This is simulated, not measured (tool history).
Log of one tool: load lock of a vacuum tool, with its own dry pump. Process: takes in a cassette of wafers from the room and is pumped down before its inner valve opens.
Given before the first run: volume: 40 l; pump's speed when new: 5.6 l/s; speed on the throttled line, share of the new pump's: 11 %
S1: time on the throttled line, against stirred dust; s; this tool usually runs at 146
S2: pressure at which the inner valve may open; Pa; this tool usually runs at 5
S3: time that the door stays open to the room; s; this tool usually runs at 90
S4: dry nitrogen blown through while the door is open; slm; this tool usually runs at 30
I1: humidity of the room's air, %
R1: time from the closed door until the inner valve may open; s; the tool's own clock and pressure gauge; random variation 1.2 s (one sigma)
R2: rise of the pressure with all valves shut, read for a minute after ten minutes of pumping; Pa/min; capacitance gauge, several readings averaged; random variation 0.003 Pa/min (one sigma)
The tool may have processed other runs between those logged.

{"run": 1, "hour": 0.0, "S1": 146, "S2": 5, "S3": 90, "S4": 30, "I1": 48.0, "R1": 206.4, "R2": 0.072}
{"run": 2, "hour": 182.8, "S1": 146, "S2": 5, "S3": 90, "S4": 30, "I1": 47.7, "R1": 204.8, "R2": 0.082}
{"run": 3, "hour": 382.7, "S1": 146, "S2": 5, "S3": 90, "S4": 30, "I1": 47.1, "R1": 204.9, "R2": 0.081}
{"run": 4, "hour": 590.6, "S1": 146, "S2": 5, "S3": 90, "S4": 30, "I1": 42.6, "R1": 207.1, "R2": 0.08}
{"run": 5, "hour": 795.7, "S1": 146, "S2": 5, "S3": 90, "S4": 30, "I1": 44.7, "R1": 207.4, "R2": 0.081}
{"run": 6, "hour": 1005.2, "S1": 146, "S2": 5, "S3": 90, "S4": 11, "I1": 43.1, "R1": 207.2, "R2": 0.1}
{"run": 7, "hour": 1181.2, "S1": 146, "S2": 5, "S3": 90, "S4": 11, "I1": 48.8, "R1": 205.5, "R2": 0.116}
{"run": 8, "hour": 1431.2, "S1": 146, "S2": 5, "S3": 90, "S4": 11, "I1": 47.0, "R1": 207.0, "R2": 0.112}
{"run": 9, "hour": 1639.6, "S1": 146, "S2": 5, "S3": 90, "S4": 11, "I1": 44.1, "R1": 206.1, "R2": 0.114}
{"run": 10, "hour": 1772.7, "S1": 146, "S2": 5, "S3": 90, "S4": 11, "I1": 47.3, "R1": 205.5, "R2": 0.122}
{"run": 11, "hour": 1987.9, "S1": 146, "S2": 5, "S3": 89, "S4": 30, "I1": 45.0, "R1": 208.2, "R2": 0.104}
{"run": 12, "hour": 2151.7, "S1": 146, "S2": 5, "S3": 89, "S4": 30, "I1": 45.0, "R1": 203.8, "R2": 0.103}
{"run": 13, "hour": 2335.7, "S1": 146, "S2": 5, "S3": 89, "S4": 30, "I1": 47.4, "R1": 207.3, "R2": 0.108}
{"run": 14, "hour": 2576.7, "S1": 146, "S2": 5, "S3": 89, "S4": 30, "I1": 47.9, "R1": 209.5, "R2": 0.114}
{"run": 15, "hour": 2831.0, "S1": 146, "S2": 5, "S3": 90, "S4": 30, "I1": 44.5, "R1": 205.5, "R2": 0.123}
{"run": 16, "hour": 3076.4, "S1": 225, "S2": 5, "S3": 116, "S4": 13, "I1": 41.8, "R1": 274.1, "R2": 0.141}
{"run": 17, "hour": 3272.2, "S1": 225, "S2": 5, "S3": 116, "S4": 13, "I1": 45.3, "R1": 276.6, "R2": 0.15}
{"run": 18, "hour": 3412.3, "S1": 146, "S2": 5, "S3": 90, "S4": 8, "I1": 47.0, "R1": 206.4, "R2": 0.15}
{"run": 19, "hour": 3602.0, "S1": 146, "S2": 4, "S3": 110, "S4": 30, "I1": 44.9, "R1": 209.7, "R2": 0.137}
{"run": 20, "hour": 3729.3, "S1": 146, "S2": 5, "S3": 90, "S4": 28, "I1": 44.4, "R1": 207.3, "R2": 0.14}
{"run": 21, "hour": 3895.2, "S1": 146, "S2": 5, "S3": 90, "S4": 28, "I1": 45.6, "R1": 206.2, "R2": 0.141}
{"run": 22, "hour": 4132.0, "S1": 146, "S2": 9, "S3": 90, "S4": 28, "I1": 44.7, "R1": 202.3, "R2": 0.147}
{"run": 23, "hour": 4334.6, "S1": 146, "S2": 9, "S3": 90, "S4": 28, "I1": 41.9, "R1": 203.0, "R2": 0.15}
{"run": 24, "hour": 4445.8, "S1": 108, "S2": 4, "S3": 102, "S4": 35, "I1": 44.2, "R1": 178.7, "R2": 0.15}
{"run": 25, "hour": 4670.6, "S1": 108, "S2": 4, "S3": 102, "S4": 35, "I1": 45.7, "R1": 175.4, "R2": 0.152}
{"run": 26, "hour": 4920.3, "S1": 84, "S2": 4, "S3": 150, "S4": 6, "I1": 43.7, "R1": 156.2, "R2": 0.191}
{"run": 27, "hour": 5166.7, "S1": 102, "S2": 5, "S3": 90, "S4": 30, "I1": 47.0, "R1": 170.1, "R2": 0.164}
{"run": 28, "hour": 5383.6, "S1": 102, "S2": 5, "S3": 109, "S4": 6, "I1": 47.2, "R1": 171.3, "R2": 0.209}
{"run": 29, "hour": 5554.2, "S1": 102, "S2": 5, "S3": 109, "S4": 6, "I1": 45.5, "R1": 170.2, "R2": 0.208}

Alternative continuations, all from the tool just after run 29; predict every row:
{"run": "A", "hour": 5731.5, "S1": 122, "S2": 7, "S3": 127, "S4": 6, "I1": 41.2, "R1": "?", "R2": "?"}
{"run": "B", "hour": 5731.5, "S1": 105, "S2": 5, "S3": 109, "S4": 6, "I1": 43.2, "R1": "?", "R2": "?"}
{"run": "C", "hour": 5731.5, "S1": 277, "S2": 5, "S3": 109, "S4": 9, "I1": 43.8, "R1": "?", "R2": "?"}

run=A R1=182.9 R2=0.214
run=B R1=174.0 R2=0.211
run=C R1=324.0 R2=0.206
Take away the tool's hidden state, keep each run's random variation, and the runs would have read:
run=A R1=175.1 R2=0.069
run=B R1=165.4 R2=0.065
run=C R1=318.2 R2=0.060

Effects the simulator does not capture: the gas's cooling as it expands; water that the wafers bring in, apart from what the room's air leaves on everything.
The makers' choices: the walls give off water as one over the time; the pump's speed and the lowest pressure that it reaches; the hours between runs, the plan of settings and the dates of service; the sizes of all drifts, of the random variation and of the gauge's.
